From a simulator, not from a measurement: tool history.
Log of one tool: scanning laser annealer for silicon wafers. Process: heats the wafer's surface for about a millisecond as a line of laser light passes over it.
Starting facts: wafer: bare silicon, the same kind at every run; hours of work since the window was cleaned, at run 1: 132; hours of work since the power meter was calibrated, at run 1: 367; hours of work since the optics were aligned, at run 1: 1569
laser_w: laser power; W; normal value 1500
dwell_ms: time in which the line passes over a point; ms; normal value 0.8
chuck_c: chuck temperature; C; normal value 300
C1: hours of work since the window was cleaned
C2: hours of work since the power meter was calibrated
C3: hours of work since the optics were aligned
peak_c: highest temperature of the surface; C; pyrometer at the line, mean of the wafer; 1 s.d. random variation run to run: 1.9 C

Run 1, hour 0: usual settings; C1 132; C2 367; C3 1569. Result: peak_c 1111 C.
Run 2, hour 23.4: usual settings; C1 142; C2 377; C3 1579. Result: peak_c 1110 C.
Run 3, hour 45: usual settings; C1 151; C2 386; C3 1588. Result: peak_c 1108 C.
Run 4, hour 54.9: usual settings; C1 155; C2 391; C3 1592. Result: peak_c 1112 C.
Run 5, hour 66.8: usual settings but chuck_c 324 C; C1 160; C2 396; C3 1597. Result: peak_c 1134 C.
Run 6, hour 87.4: usual settings; C1 169; C2 405; C3 1606. Result: peak_c 1107 C.
Run 7, hour 99.4: usual settings; C1 174; C2 410; C3 1611. Result: peak_c 1109 C.
Run 8, hour 123.4: usual settings; C1 184; C2 420; C3 1621. Result: peak_c 1106 C.
Run 9, hour 141.3: usual settings; C1 192; C2 427; C3 1629. Result: peak_c 1109 C.
Run 10, hour 155.6: usual settings but chuck_c 269 C; C1 198; C2 434; C3 1635. Result: peak_c 1074 C.
Run 11, hour 173.9: usual settings but chuck_c 266 C; C1 206; C2 441; C3 1643. Result: peak_c 1073 C.
Run 12, hour 191.5: usual settings but chuck_c 266 C; C1 213; C2 449; C3 1650. Result: peak_c 1071 C.
Run 13, hour 204.2: usual settings but chuck_c 266 C; C1 218; C2 454; C3 1656. Result: peak_c 1069 C.
At hour 208.5: laser's power meter calibrated.
Run 14, hour 222.3: usual settings but laser_w 1291 W; C1 225; C2 6; C3 1662. Result: peak_c 967 C.
Run 15, hour 236.9: usual settings but laser_w 1291 W; C1 231; C2 12; C3 1668. Result: peak_c 967 C.
Run 16, hour 254.7: usual settings but laser_w 1291 W; C1 239; C2 20; C3 1676. Result: peak_c 966 C.
Run 17, hour 275.2: usual settings but chuck_c 325 C; C1 247; C2 28; C3 1685. Result: peak_c 1132 C.
Run 18, hour 287: usual settings; C1 252; C2 33; C3 1690. Result: peak_c 1102 C.
Run 19, hour 302.8: usual settings; C1 259; C2 40; C3 1696. Result: peak_c 1104 C.
Run 20, hour 313.9: usual settings but dwell_ms 0.823 ms; C1 264; C2 45; C3 1701. Result: peak_c 1118 C.
Run 21, hour 337.3: usual settings but laser_w 1560 W, dwell_ms 0.823 ms, chuck_c 289 C; C1 274; C2 55; C3 1711. Result: peak_c 1147 C.
At hour 356.9: laser's power meter calibrated, once more.
Run 22, hour 358.7: usual settings but laser_w 1637 W, dwell_ms 0.88 ms, chuck_c 315 C; C1 282; C2 1; C3 1719. Result: peak_c 1264 C.
Run 23, hour 372.7: usual settings but laser_w 1585 W, dwell_ms 0.752 ms, chuck_c 312 C; C1 288; C2 7; C3 1725. Result: peak_c 1146 C.
Run 24, hour 390.3: usual settings but laser_w 1585 W, dwell_ms 0.752 ms, chuck_c 312 C; C1 295; C2 14; C3 1732. Result: peak_c 1146 C.
Run 25, hour 410: usual settings but laser_w 1552 W; C1 303; C2 23; C3 1741. Result: peak_c 1138 C.
Run 26, hour 433.2: usual settings but laser_w 1552 W; C1 313; C2 32; C3 1750. Result: peak_c 1141 C.
Run 27, hour 456.1: usual settings but laser_w 1572 W, chuck_c 301 C; C1 323; C2 42; C3 1760. Result: peak_c 1151 C.
Run 28, hour 470: usual settings but laser_w 1649 W, dwell_ms 0.566 ms, chuck_c 335 C; C1 329; C2 48; C3 1766. Result: peak_c 1091 C.
Run 29, hour 488.1: usual settings but laser_w 1649 W, dwell_ms 0.566 ms, chuck_c 335 C; C1 337; C2 56; C3 1774. Result: peak_c 1086 C.
Run 30, hour 509.4: usual settings but laser_w 1649 W, dwell_ms 0.566 ms, chuck_c 335 C; C1 346; C2 65; C3 1783. Result: peak_c 1090 C.
Run 31, hour 532.8: usual settings but laser_w 1649 W, dwell_ms 0.566 ms, chuck_c 335 C; C1 356; C2 75; C3 1793. Result: peak_c 1088 C.
Run 32, hour 554.2: usual settings but laser_w 1387 W, dwell_ms 0.688 ms, chuck_c 277 C; C1 365; C2 84; C3 1802. Result: peak_c 947 C.
Run 33, hour 568.7: usual settings but laser_w 1366 W, dwell_ms 0.9 ms, chuck_c 305 C; C1 371; C2 90; C3 1808. Result: peak_c 1058 C.
Run 34, hour 583.9: usual settings but laser_w 1278 W, dwell_ms 0.667 ms, chuck_c 268 C; C1 377; C2 97; C3 1815. Result: peak_c 861 C.
Run 35, hour 596.4: usual settings but laser_w 1278 W, dwell_ms 0.667 ms, chuck_c 268 C; C1 383; C2 102; C3 1820. Result: peak_c 863 C.
Run 36, hour 611.4: usual settings but laser_w 1567 W, dwell_ms 0.721 ms, chuck_c 314 C; C1 389; C2 108; C3 1826. Result: peak_c 1111 C.
Run 37, hour 632.8: usual settings but chuck_c 274 C; C1 398; C2 117; C3 1835. Result: peak_c 1068 C.
Run 38, hour 655.6: usual settings but laser_w 1517 W, dwell_ms 0.891 ms, chuck_c 274 C; C1 408; C2 127; C3 1845. Result: peak_c 1129 C.
Run 39, hour 676.6: usual settings but laser_w 1517 W, dwell_ms 0.891 ms, chuck_c 274 C; C1 417; C2 136; C3 1854. Result: peak_c 1126 C.
Run 40, hour 700.9: usual settings but dwell_ms 0.963 ms, chuck_c 336 C; C1 427; C2 146; C3 1864. Result: peak_c 1215 C.

What if the next run were any one of these 5? Each begins from the tool's condition after run 40:
Run A, hour 711.2: usual settings but laser_w 1615 W; C1 432; C2 151; C3 1869. Result: peak_c ?.
Run B, hour 711.2: usual settings but dwell_ms 0.963 ms, chuck_c 301 C; C1 432; C2 151; C3 1869. Result: peak_c ?.
Run C, hour 711.2: usual settings but laser_w 1315 W, dwell_ms 0.963 ms, chuck_c 332 C; C1 432; C2 151; C3 1869. Result: peak_c ?.
Run D, hour 711.2: usual settings but dwell_ms 0.655 ms, chuck_c 336 C; C1 432; C2 151; C3 1869. Result: peak_c ?.
Run E, hour 711.2: usual settings but dwell_ms 0.722 ms; C1 432; C2 151; C3 1869. Result: peak_c ?.

run  peak_c
  A    1173
  B    1174
  C    1069
  D    1053
  E    1053
With the hidden condition removed and each run's random variation left untouched, the same runs would have given:
run  peak_c
  A    1224
  B    1225
  C    1112
  D    1094
  E    1097
